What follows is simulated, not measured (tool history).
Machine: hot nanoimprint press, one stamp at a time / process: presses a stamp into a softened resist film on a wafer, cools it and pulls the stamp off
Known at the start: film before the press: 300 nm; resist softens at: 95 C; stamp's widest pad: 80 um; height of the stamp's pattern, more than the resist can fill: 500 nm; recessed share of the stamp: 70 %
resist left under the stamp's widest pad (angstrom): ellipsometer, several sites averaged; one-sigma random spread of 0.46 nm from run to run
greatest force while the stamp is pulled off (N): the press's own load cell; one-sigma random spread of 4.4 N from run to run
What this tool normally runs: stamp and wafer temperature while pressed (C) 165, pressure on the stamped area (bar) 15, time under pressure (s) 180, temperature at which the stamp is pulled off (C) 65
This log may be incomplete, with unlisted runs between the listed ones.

| run | hour | stamp and wafer temperature while pressed (C) | pressure on the stamped area (bar) | time under pressure (s) | temperature at which the stamp is pulled off (C) | resist left under the stamp's widest pad (angstrom) | greatest force while the stamp is pulled off (N) |
|---|---|---|---|---|---|---|---|
| 1 | 0 | 165 | 15 | 180 | 65 | 1827 | 264 |
| 2 | 37.8 | 165 | 15 | 180 | 65 | 1829 | 257 |
| 3 | 82.4 | 165 | 15 | 180 | 65 | 1833 | 275 |
| 4 | 113.8 | 165 | 15 | 208 | 65 | 1757 | 266 |
| 5 | 171.5 | 165 | 15 | 180 | 61 | 1835 | 296 |
| 6 | 223.1 | 165 | 15 | 180 | 61 | 1839 | 286 |
| 7 | 269.5 | 165 | 15 | 180 | 61 | 1846 | 304 |
| 8 | 300.2 | 166 | 15 | 180 | 65 | 1789 | 286 |
|  | 314.7 | plate thermocouple calibrated |
| 9 | 331.4 | 166 | 12.8 | 180 | 65 | 1834 | 279 |
| 10 | 364.8 | 166 | 12.8 | 180 | 65 | 1823 | 290 |
| 11 | 411.1 | 166 | 19.4 | 180 | 65 | 1567 | 293 |
| 12 | 436.7 | 165 | 16.5 | 180 | 65 | 1749 | 288 |
| 13 | 488 | 172 | 15 | 180 | 65 | 1368 | 297 |
|  | 527.7 | stamp cleaned and given a new release coat |
| 14 | 545.8 | 172 | 15 | 180 | 65 | 1363 | 222 |
| 15 | 583.5 | 154 | 15 | 180 | 65 | 2518 | 222 |
| 16 | 638.4 | 154 | 15 | 180 | 65 | 2524 | 226 |
|  | 654.6 | press's hydraulic seals changed and the load cell set to zero |
| 17 | 675.1 | 154 | 15 | 180 | 65 | 2491 | 223 |
| 18 | 726.7 | 154 | 15 | 180 | 65 | 2490 | 236 |
| 19 | 781.6 | 165 | 17.1 | 264 | 59 | 1494 | 257 |
| 20 | 824.3 | 163 | 9.1 | 180 | 65 | 2239 | 242 |
| 21 | 867.8 | 163 | 9.1 | 180 | 65 | 2249 | 243 |
| 22 | 897.9 | 153 | 9.5 | 217 | 70 | 2670 | 228 |

Predict the results of run 23:
| 23 | 923.1 | 165 | 9.3 | 236 | 65 | ? | ? |

Run 23 yielded resist left under the stamp's widest pad (angstrom) 1973, greatest force while the stamp is pulled off (N) 252.
Without the tool's hidden state the same run would have given resist left under the stamp's widest pad (angstrom) 1933, greatest force while the stamp is pulled off (N) 220.
